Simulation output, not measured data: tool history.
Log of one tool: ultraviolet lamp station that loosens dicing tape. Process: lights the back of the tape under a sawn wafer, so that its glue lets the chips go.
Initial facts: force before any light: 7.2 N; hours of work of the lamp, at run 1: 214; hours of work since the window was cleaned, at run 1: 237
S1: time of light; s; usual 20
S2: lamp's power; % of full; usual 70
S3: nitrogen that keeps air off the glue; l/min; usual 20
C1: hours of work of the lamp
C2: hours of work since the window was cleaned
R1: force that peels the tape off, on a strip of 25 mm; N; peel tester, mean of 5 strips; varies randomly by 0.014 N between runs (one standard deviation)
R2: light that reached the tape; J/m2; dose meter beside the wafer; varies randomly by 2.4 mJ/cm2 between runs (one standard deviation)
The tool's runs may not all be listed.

run	hour	S1	S2	S3	C1	C2	R1	R2
1	0.0	20	70	20	214	237	0.917	2310
2	21.0	20	70	20	230	253	0.926	2330
3	37.2	20	70	20	242	265	0.931	2250
4	57.8	20	70	20	257	281	0.943	2240
# hour 61.0: window cleaned of glue's vapour
5	72.4	37	70	20	268	9	0.318	3890
6	96.1	37	70	8	286	26	0.708	3870
7	109.1	30	75	11	296	36	0.704	3320
8	132.3	30	78	7	313	54	0.984	3500
# hour 152.5: window cleaned of glue's vapour, once more
9	153.1	30	78	7	329	0	0.695	4080
10	168.4	29	60	9	340	12	1.020	3070
11	189.4	29	60	9	356	28	1.021	3030
12	213.7	28	76	11	374	46	0.608	3690

Forecast each of these 4 alternatives for the next run:
A	238.9	18	76	7	394	65	?	?
B	238.9	15	77	18	394	65	?	?
C	238.9	28	78	11	394	65	?	?
D	238.9	20	70	12	394	65	?	?

run	R1	R2
A	1.832	2340
B	1.264	1960
C	0.558	3720
D	1.234	2360
Without the tool's unlogged condition, the same runs would have read:
run	R1	R2
A	1.536	2650
B	1.021	2230
C	0.430	4220
D	0.995	2680
